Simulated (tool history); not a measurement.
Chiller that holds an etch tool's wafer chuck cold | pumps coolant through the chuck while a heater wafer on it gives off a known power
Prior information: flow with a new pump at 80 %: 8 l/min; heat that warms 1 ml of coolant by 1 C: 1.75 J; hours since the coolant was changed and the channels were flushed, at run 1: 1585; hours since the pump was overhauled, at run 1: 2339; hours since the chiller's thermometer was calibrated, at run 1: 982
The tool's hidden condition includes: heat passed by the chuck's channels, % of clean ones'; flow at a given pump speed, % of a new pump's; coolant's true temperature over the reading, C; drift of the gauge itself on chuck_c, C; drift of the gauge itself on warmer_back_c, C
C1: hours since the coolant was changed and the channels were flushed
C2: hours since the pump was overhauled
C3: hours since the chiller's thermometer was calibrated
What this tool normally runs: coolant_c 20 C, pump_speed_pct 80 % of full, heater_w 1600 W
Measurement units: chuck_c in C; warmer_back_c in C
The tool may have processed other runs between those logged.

Run 1, hour 0: usual settings; C1 1585; C2 2339; C3 982. Result: chuck_c 38.8 C, warmer_back_c 7.24 C.
Run 2, hour 50.6: usual settings; C1 1636; C2 2390; C3 1032. Result: chuck_c 38.9 C, warmer_back_c 7.2 C.
Run 3, hour 89.6: usual settings; C1 1675; C2 2429; C3 1071. Result: chuck_c 38.9 C, warmer_back_c 7.15 C.
Run 4, hour 133.7: usual settings; C1 1719; C2 2473; C3 1115. Result: chuck_c 38.8 C, warmer_back_c 7.18 C.
Run 5, hour 190.1: usual settings but pump_speed_pct 64 % of full; C1 1775; C2 2529; C3 1172. Result: chuck_c 41.7 C, warmer_back_c 9.01 C.
Run 6, hour 240.5: usual settings; C1 1826; C2 2579; C3 1222. Result: chuck_c 38.8 C, warmer_back_c 7.21 C.
Run 7, hour 298: usual settings; C1 1883; C2 2637; C3 1280. Result: chuck_c 38.9 C, warmer_back_c 7.24 C.
Run 8, hour 343: usual settings; C1 1928; C2 2682; C3 1325. Result: chuck_c 39.2 C, warmer_back_c 7.17 C.
Run 9, hour 406: usual settings but heater_w 1406 W; C1 1991; C2 2745; C3 1388. Result: chuck_c 36.6 C, warmer_back_c 6.23 C.
Run 10, hour 459: usual settings but heater_w 1406 W; C1 2044; C2 2798; C3 1441. Result: chuck_c 36.7 C, warmer_back_c 6.37 C.
Run 11, hour 492.3: usual settings; C1 2078; C2 2831; C3 1474. Result: chuck_c 38.9 C, warmer_back_c 7.25 C.
Run 12, hour 555.9: usual settings; C1 2141; C2 2895; C3 1538. Result: chuck_c 39 C, warmer_back_c 7.25 C.
Run 13, hour 617.7: usual settings; C1 2203; C2 2957; C3 1599. Result: chuck_c 38.9 C, warmer_back_c 7.28 C.
Run 14, hour 661.9: usual settings; C1 2247; C2 3001; C3 1644. Result: chuck_c 39 C, warmer_back_c 7.24 C.
Run 15, hour 723.1: usual settings; C1 2308; C2 3062; C3 1705. Result: chuck_c 39 C, warmer_back_c 7.25 C.
Run 16, hour 787.1: usual settings; C1 2372; C2 3126; C3 1769. Result: chuck_c 39.2 C, warmer_back_c 7.27 C.
Run 17, hour 817.9: usual settings but pump_speed_pct 91 % of full, heater_w 1833 W; C1 2403; C2 3157; C3 1800. Result: chuck_c 40.3 C, warmer_back_c 7.33 C.
Run 18, hour 867.8: usual settings but coolant_c 21 C, pump_speed_pct 96 % of full; C1 2453; C2 3207; C3 1850. Result: chuck_c 37.9 C, warmer_back_c 6.13 C.
Run 19, hour 897.5: usual settings but coolant_c 21 C, pump_speed_pct 96 % of full; C1 2483; C2 3236; C3 1879. Result: chuck_c 38 C, warmer_back_c 6.08 C.
Run 20, hour 944.7: usual settings but pump_speed_pct 70 % of full, heater_w 1006 W; C1 2530; C2 3284; C3 1926. Result: chuck_c 32.9 C, warmer_back_c 5.23 C.
Run 21, hour 1004.5: usual settings but coolant_c 21 C, pump_speed_pct 62 % of full, heater_w 1049 W; C1 2590; C2 3343; C3 1986. Result: chuck_c 35.5 C, warmer_back_c 6.23 C.
Run 22, hour 1053.2: usual settings but coolant_c 11 C, pump_speed_pct 92 % of full, heater_w 1441 W; C1 2639; C2 3392; C3 2035. Result: chuck_c 26.8 C, warmer_back_c 5.78 C.
Run 23, hour 1120.8: usual settings but coolant_c 24 C, pump_speed_pct 83 % of full, heater_w 2032 W; C1 2706; C2 3460; C3 2103. Result: chuck_c 48.1 C, warmer_back_c 9 C.
Run 24, hour 1171.3: usual settings but coolant_c 10 C, pump_speed_pct 68 % of full, heater_w 1207 W; C1 2757; C2 3510; C3 2153. Result: chuck_c 25.8 C, warmer_back_c 6.5 C.
Run 25, hour 1231: usual settings but heater_w 1070 W; C1 2816; C2 3570; C3 2213. Result: chuck_c 32.7 C, warmer_back_c 4.86 C.
Run 26, hour 1294.6: usual settings but coolant_c 29 C, heater_w 1070 W; C1 2880; C2 3634; C3 2276. Result: chuck_c 41.8 C, warmer_back_c 4.91 C.
At hour 1342.6: chiller's thermometer calibrated.
Run 27, hour 1342.6: usual settings but coolant_c 19 C, pump_speed_pct 70 % of full, heater_w 1070 W; C1 2927; C2 3680; C3 0. Result: chuck_c 33.1 C, warmer_back_c 5.56 C.
Run 28, hour 1407: usual settings but coolant_c 14 C, pump_speed_pct 70 % of full, heater_w 1574 W; C1 2991; C2 3745; C3 64. Result: chuck_c 35.1 C, warmer_back_c 8.25 C.
Run 29, hour 1436.5: usual settings but coolant_c 21 C, pump_speed_pct 85 % of full; C1 3021; C2 3774; C3 94. Result: chuck_c 40.1 C, warmer_back_c 6.99 C.
Run 30, hour 1488.8: usual settings but coolant_c 19 C, pump_speed_pct 96 % of full, heater_w 1317 W; C1 3073; C2 3827; C3 146. Result: chuck_c 33.6 C, warmer_back_c 5.05 C.
Run 31, hour 1516.3: usual settings but coolant_c 19 C, pump_speed_pct 95 % of full, heater_w 1080 W; C1 3101; C2 3854; C3 174. Result: chuck_c 31 C, warmer_back_c 4.18 C.
Run 32, hour 1557.5: usual settings but coolant_c 23 C, pump_speed_pct 65 % of full, heater_w 1658 W; C1 3142; C2 3895; C3 215. Result: chuck_c 46.1 C, warmer_back_c 9.4 C.

The same runs without the tool's hidden state, with the same run-to-run variation:
run  chuck_c  warmer_back_c
  1     38.2           6.93
  2     38.2           6.89
  3     38.2           6.84
  4     38.1           6.86
  5     40.9            8.6
  6     38.1           6.87
  7     38.1           6.89
  8     38.4           6.82
  9       36           5.92
 10     36.1           6.05
 11     38.2           6.88
 12     38.2           6.87
 13     38.1            6.9
 14     38.2           6.85
 15     38.2           6.85
 16     38.3           6.86
 17     39.3           6.91
 18     37.2           5.78
 19     37.2           5.73
 20     32.4           4.91
 21     34.8           5.86
 22       26           5.43
 23     46.8           8.44
 24     25.1           6.09
 25     32.1           4.55
 26     41.2           4.59
 27     32.1           5.19
 28     33.4           7.69
 29     38.6           6.52
 30     32.4            4.7
 31     30.1           3.89
 32     44.3           8.74
